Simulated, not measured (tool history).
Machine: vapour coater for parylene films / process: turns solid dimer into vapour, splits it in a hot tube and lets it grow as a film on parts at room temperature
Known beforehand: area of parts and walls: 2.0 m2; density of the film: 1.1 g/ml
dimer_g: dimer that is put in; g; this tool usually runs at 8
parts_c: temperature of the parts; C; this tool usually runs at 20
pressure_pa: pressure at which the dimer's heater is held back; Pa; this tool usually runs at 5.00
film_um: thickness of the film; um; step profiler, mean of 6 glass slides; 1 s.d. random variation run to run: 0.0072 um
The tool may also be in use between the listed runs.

run 1 hour=0.0 | dimer_g=8 parts_c=20 pressure_pa=5.00 | film_um=2.666
run 2 hour=21.9 | dimer_g=5 parts_c=20 pressure_pa=5.00 | film_um=1.659
run 3 hour=42.4 | dimer_g=8 parts_c=18 pressure_pa=5.00 | film_um=2.808
run 4 hour=61.8 | dimer_g=8 parts_c=18 pressure_pa=5.00 | film_um=2.804
run 5 hour=79.0 | dimer_g=8 parts_c=20 pressure_pa=5.00 | film_um=2.648
run 6 hour=102.7 | dimer_g=8 parts_c=20 pressure_pa=5.00 | film_um=2.649
run 7 hour=117.8 | dimer_g=8 parts_c=20 pressure_pa=5.00 | film_um=2.640
run 8 hour=142.1 | dimer_g=8 parts_c=20 pressure_pa=5.00 | film_um=2.647
run 9 hour=164.4 | dimer_g=8 parts_c=20 pressure_pa=5.00 | film_um=2.639
run 10 hour=176.8 | dimer_g=10 parts_c=20 pressure_pa=5.00 | film_um=3.307
run 11 hour=195.2 | dimer_g=10 parts_c=20 pressure_pa=5.00 | film_um=3.291
run 12 hour=216.0 | dimer_g=6 parts_c=20 pressure_pa=5.00 | film_um=1.971
run 13 hour=231.0 | dimer_g=6 parts_c=20 pressure_pa=5.00 | film_um=1.970
run 14 hour=255.1 | dimer_g=8 parts_c=20 pressure_pa=3.02 | film_um=2.720
run 15 hour=269.9 | dimer_g=4 parts_c=20 pressure_pa=5.00 | film_um=1.316
run 16 hour=283.1 | dimer_g=8 parts_c=20 pressure_pa=4.27 | film_um=2.638
run 17 hour=294.1 | dimer_g=8 parts_c=20 pressure_pa=4.27 | film_um=2.652
run 18 hour=316.4 | dimer_g=8 parts_c=20 pressure_pa=4.27 | film_um=2.666
run 19 hour=333.7 | dimer_g=8 parts_c=20 pressure_pa=4.27 | film_um=2.660
run 20 hour=356.3 | dimer_g=8 parts_c=20 pressure_pa=4.27 | film_um=2.649
run 21 hour=380.8 | dimer_g=8 parts_c=20 pressure_pa=4.27 | film_um=2.660
run 22 hour=394.4 | dimer_g=5 parts_c=30 pressure_pa=5.00 | film_um=1.233
run 23 hour=406.8 | dimer_g=5 parts_c=17 pressure_pa=5.54 | film_um=1.767
run 24 hour=429.1 | dimer_g=5 parts_c=15 pressure_pa=5.12 | film_um=1.881
run 25 hour=446.0 | dimer_g=3 parts_c=15 pressure_pa=2.02 | film_um=1.195
run 26 hour=462.1 | dimer_g=3 parts_c=15 pressure_pa=2.02 | film_um=1.202
run 27 hour=486.1 | dimer_g=3 parts_c=17 pressure_pa=2.02 | film_um=1.136

3 ways to go on from here, each from the tool as it stands after run 27. What would each give?
run A hour=506.8 | dimer_g=3 parts_c=17 pressure_pa=2.82 | film_um=?
run B hour=506.8 | dimer_g=10 parts_c=24 pressure_pa=5.00 | film_um=?
run C hour=506.8 | dimer_g=4 parts_c=20 pressure_pa=2.58 | film_um=?

run=A film_um=1.097
run=B film_um=2.900
run=C film_um=1.367
With the hidden condition removed and each run's random variation left untouched, the same runs would have given:
run=A film_um=1.113
run=B film_um=2.943
run=C film_um=1.388

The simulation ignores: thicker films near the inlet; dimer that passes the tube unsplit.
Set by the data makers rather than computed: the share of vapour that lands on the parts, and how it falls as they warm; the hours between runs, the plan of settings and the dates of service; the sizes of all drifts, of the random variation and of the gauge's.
